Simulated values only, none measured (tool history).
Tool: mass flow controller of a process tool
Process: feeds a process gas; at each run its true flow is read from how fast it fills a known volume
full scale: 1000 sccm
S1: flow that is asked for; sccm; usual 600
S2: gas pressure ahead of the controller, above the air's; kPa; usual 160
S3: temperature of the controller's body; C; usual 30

Run 1, hour 0: usual settings. Result: true flow (%) 99.07.
Run 2, hour 44.8: usual settings. Result: true flow (%) 99.12.
Run 3, hour 133.1: usual settings. Result: true flow (%) 99.28.
Run 4, hour 204.7: usual settings. Result: true flow (%) 99.19.
Run 5, hour 267.3: usual settings but S2 171 kPa. Result: true flow (%) 99.27.
Run 6, hour 356.9: usual settings but S2 171 kPa. Result: true flow (%) 99.46.
Run 7, hour 410.8: usual settings. Result: true flow (%) 99.59.
Run 8, hour 480.6: usual settings but S3 27 C. Result: true flow (%) 99.75.
Run 9, hour 525.7: usual settings but S3 27 C. Result: true flow (%) 99.83.
Run 10, hour 571.4: usual settings. Result: true flow (%) 99.47.
Run 11, hour 610.8: usual settings. Result: true flow (%) 99.6.
Run 12, hour 655.3: usual settings. Result: true flow (%) 99.6.
Run 13, hour 724.6: usual settings. Result: true flow (%) 99.65.
Run 14, hour 767.4: usual settings but S3 25 C. Result: true flow (%) 100.04.
Run 15, hour 850.5: usual settings but S3 25 C. Result: true flow (%) 99.93.
Run 16, hour 900.7: usual settings but S2 249 kPa. Result: true flow (%) 99.54.
Run 17, hour 946: usual settings but S2 249 kPa. Result: true flow (%) 99.48.
Run 18, hour 1017.2: usual settings but S2 249 kPa. Result: true flow (%) 99.53.
Run 19, hour 1092.8: usual settings but S2 198 kPa. Result: true flow (%) 99.84.
Run 20, hour 1144.3: usual settings but S2 198 kPa. Result: true flow (%) 99.86.
Run 21, hour 1224.7: usual settings but S2 198 kPa. Result: true flow (%) 99.93.
Run 22, hour 1288.8: usual settings but S2 198 kPa. Result: true flow (%) 100.
Run 23, hour 1379.3: usual settings but S2 198 kPa. Result: true flow (%) 100.
Run 24, hour 1470.9: usual settings but S2 198 kPa. Result: true flow (%) 100.17.
Run 25, hour 1543: usual settings but S1 330 sccm, S2 171 kPa, S3 27 C. Result: true flow (%) 99.89.
Run 26, hour 1631.1: usual settings but S1 526 sccm, S2 181 kPa. Result: true flow (%) 100.19.
Run 27, hour 1695.2: usual settings but S1 611 sccm, S2 241 kPa. Result: true flow (%) 100.14.
Run 28, hour 1749.1: usual settings but S1 863 sccm, S2 233 kPa, S3 31 C. Result: true flow (%) 100.64.
Run 29, hour 1815.9: usual settings but S1 109 sccm, S2 233 kPa, S3 31 C. Result: true flow (%) 99.22.
Run 30, hour 1900.5: usual settings but S1 109 sccm, S2 233 kPa, S3 31 C. Result: true flow (%) 99.39.
Run 31, hour 1975: usual settings but S1 368 sccm. Result: true flow (%) 100.12.
Run 32, hour 2032.7: usual settings but S1 368 sccm, S2 198 kPa, S3 20 C. Result: true flow (%) 100.71.
Run 33, hour 2071.2: usual settings but S1 378 sccm, S2 149 kPa, S3 31 C. Result: true flow (%) 100.4.
Run 34, hour 2131.4: usual settings but S1 350 sccm, S2 231 kPa. Result: true flow (%) 100.08.
Run 35, hour 2213.3: usual settings but S1 350 sccm, S2 231 kPa. Result: true flow (%) 100.13.
Run 36, hour 2259: usual settings but S1 350 sccm, S2 168 kPa. Result: true flow (%) 100.37.
Run 37, hour 2297.9: usual settings but S2 259 kPa, S3 28 C. Result: true flow (%) 100.8.
At hour 2328: gauge calibrated.
Run 38, hour 2348.8: usual settings but S2 144 kPa, S3 23 C. Result: true flow (%) 99.59.
Run 39, hour 2425.9: usual settings but S2 144 kPa, S3 23 C. Result: true flow (%) 99.67.
Run 40, hour 2472.2: usual settings but S2 144 kPa, S3 23 C. Result: true flow (%) 99.7.
Run 41, hour 2510.8: usual settings but S2 144 kPa, S3 23 C. Result: true flow (%) 99.74.
Run 42, hour 2601.5: usual settings but S1 506 sccm, S2 141 kPa, S3 40 C. Result: true flow (%) 98.64.
Run 43, hour 2685: usual settings but S1 356 sccm, S2 240 kPa. Result: true flow (%) 98.53.
Run 44, hour 2737.6: usual settings but S1 356 sccm, S2 240 kPa. Result: true flow (%) 98.66.
Run 45, hour 2821: usual settings but S1 617 sccm, S2 207 kPa, S3 34 C. Result: true flow (%) 99.03.
Run 46, hour 2902.1: usual settings but S1 799 sccm, S2 254 kPa, S3 27 C. Result: true flow (%) 99.81.
Run 47, hour 2945.2: usual settings but S1 134 sccm, S2 176 kPa, S3 23 C. Result: true flow (%) 99.07.
Run 48, hour 3000.2: usual settings but S1 749 sccm, S2 178 kPa, S3 31 C. Result: true flow (%) 99.81.

3 ways to go on from here, each from the tool as it stands after run 48. What would each give?
Run A, hour 3045.1: usual settings but S1 917 sccm, S2 219 kPa, S3 31 C. Result: true flow (%) ?.
Run B, hour 3045.1: usual settings but S1 596 sccm, S2 202 kPa, S3 26 C. Result: true flow (%) ?.
Run C, hour 3045.1: usual settings but S3 40 C. Result: true flow (%) ?.

run  true flow (%)
  A          100.2
  B          99.85
  C          99.16
Without the tool's hidden state the same runs would have given:
run  true flow (%)
  A          99.64
  B          99.29
  C           98.6
